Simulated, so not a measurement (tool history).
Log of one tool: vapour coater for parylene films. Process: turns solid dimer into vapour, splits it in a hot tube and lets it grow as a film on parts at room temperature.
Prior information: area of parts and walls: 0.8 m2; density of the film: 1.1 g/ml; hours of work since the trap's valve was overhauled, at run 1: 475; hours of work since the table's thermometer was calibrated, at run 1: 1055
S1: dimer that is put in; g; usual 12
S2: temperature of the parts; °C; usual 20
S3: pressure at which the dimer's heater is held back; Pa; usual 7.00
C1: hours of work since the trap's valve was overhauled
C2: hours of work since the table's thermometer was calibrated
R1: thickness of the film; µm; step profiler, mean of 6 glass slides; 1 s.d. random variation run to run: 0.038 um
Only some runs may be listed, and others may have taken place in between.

| run | hour | S1 | S2 | S3 | C1 | C2 | R1 |
|---|---|---|---|---|---|---|---|
| 1 | 0.0 | 12 | 20 | 7.00 | 475 | 1055 | 9.32 |
| 2 | 50.1 | 12 | 20 | 7.00 | 498 | 1077 | 9.34 |
|  | 71.9 | trap's valve overhauled |
| 3 | 90.3 | 12 | 20 | 7.00 | 8 | 1094 | 10.08 |
| 4 | 125.0 | 12 | 13 | 7.00 | 24 | 1109 | 13.32 |
| 5 | 181.9 | 12 | 13 | 4.55 | 49 | 1135 | 13.17 |
| 6 | 216.2 | 12 | 13 | 4.55 | 65 | 1150 | 13.21 |
| 7 | 247.2 | 12 | 13 | 4.55 | 78 | 1164 | 13.07 |
| 8 | 277.4 | 12 | 20 | 7.00 | 92 | 1177 | 9.95 |
| 9 | 311.6 | 12 | 20 | 7.00 | 107 | 1193 | 9.94 |
| 10 | 353.3 | 12 | 20 | 7.00 | 126 | 1211 | 9.91 |
| 11 | 413.5 | 12 | 20 | 7.00 | 153 | 1238 | 9.88 |
| 12 | 452.6 | 12 | 20 | 3.48 | 170 | 1256 | 10.49 |
| 13 | 520.1 | 8 | 20 | 7.00 | 201 | 1286 | 6.56 |
| 14 | 570.7 | 12 | 20 | 7.00 | 223 | 1309 | 9.72 |
| 15 | 630.1 | 12 | 20 | 7.00 | 250 | 1335 | 9.76 |
| 16 | 681.5 | 12 | 20 | 7.00 | 273 | 1358 | 9.73 |
| 17 | 735.4 | 12 | 20 | 6.99 | 297 | 1382 | 9.74 |
| 18 | 808.7 | 12 | 20 | 2.64 | 330 | 1415 | 10.49 |
| 19 | 876.6 | 12 | 20 | 2.64 | 360 | 1445 | 10.47 |
| 20 | 915.9 | 12 | 20 | 2.64 | 378 | 1463 | 10.52 |
| 21 | 979.5 | 12 | 20 | 2.64 | 406 | 1491 | 10.41 |
| 22 | 1043.5 | 12 | 20 | 2.64 | 435 | 1520 | 10.38 |
| 23 | 1089.1 | 18 | 20 | 3.42 | 455 | 1541 | 15.08 |
| 24 | 1144.9 | 7 | 29 | 2.40 | 480 | 1566 | 3.96 |
| 25 | 1185.0 | 7 | 21 | 2.40 | 498 | 1583 | 5.75 |
|  | 1202.8 | trap's valve overhauled |
| 26 | 1224.3 | 19 | 20 | 7.00 | 10 | 1599 | 16.10 |
| 27 | 1273.7 | 19 | 20 | 7.00 | 32 | 1621 | 15.86 |
| 28 | 1317.5 | 5 | 26 | 9.35 | 51 | 1641 | 3.09 |
| 29 | 1356.5 | 5 | 26 | 9.35 | 69 | 1658 | 3.10 |
| 30 | 1404.9 | 8 | 21 | 7.00 | 90 | 1680 | 6.36 |
| 31 | 1434.7 | 17 | 25 | 2.83 | 104 | 1693 | 12.25 |
| 32 | 1486.4 | 6 | 18 | 6.21 | 127 | 1717 | 5.53 |
| 33 | 1517.4 | 15 | 16 | 5.97 | 141 | 1730 | 15.18 |
| 34 | 1577.5 | 21 | 25 | 2.89 | 168 | 1757 | 14.96 |
| 35 | 1643.6 | 6 | 24 | 2.89 | 197 | 1787 | 4.46 |
| 36 | 1696.0 | 8 | 29 | 3.88 | 221 | 1810 | 4.57 |
| 37 | 1733.4 | 8 | 29 | 3.88 | 237 | 1827 | 4.57 |
| 38 | 1791.1 | 8 | 26 | 4.26 | 263 | 1853 | 5.15 |
| 39 | 1859.0 | 16 | 24 | 2.72 | 294 | 1883 | 11.80 |

Forecast each of these 3 alternatives for the next run:
| A | 1929.2 | 16 | 24 | 5.36 | 325 | 1915 | ? |
| B | 1929.2 | 5 | 24 | 4.31 | 325 | 1915 | ? |
| C | 1929.2 | 11 | 30 | 7.75 | 325 | 1915 | ? |

| run | R1 |
|---|---|
| A | 11.00 |
| B | 3.49 |
| C | 5.48 |
Without the tool's hidden state the same runs would have given:
| run | R1 |
|---|---|
| A | 11.31 |
| B | 3.59 |
| C | 5.63 |
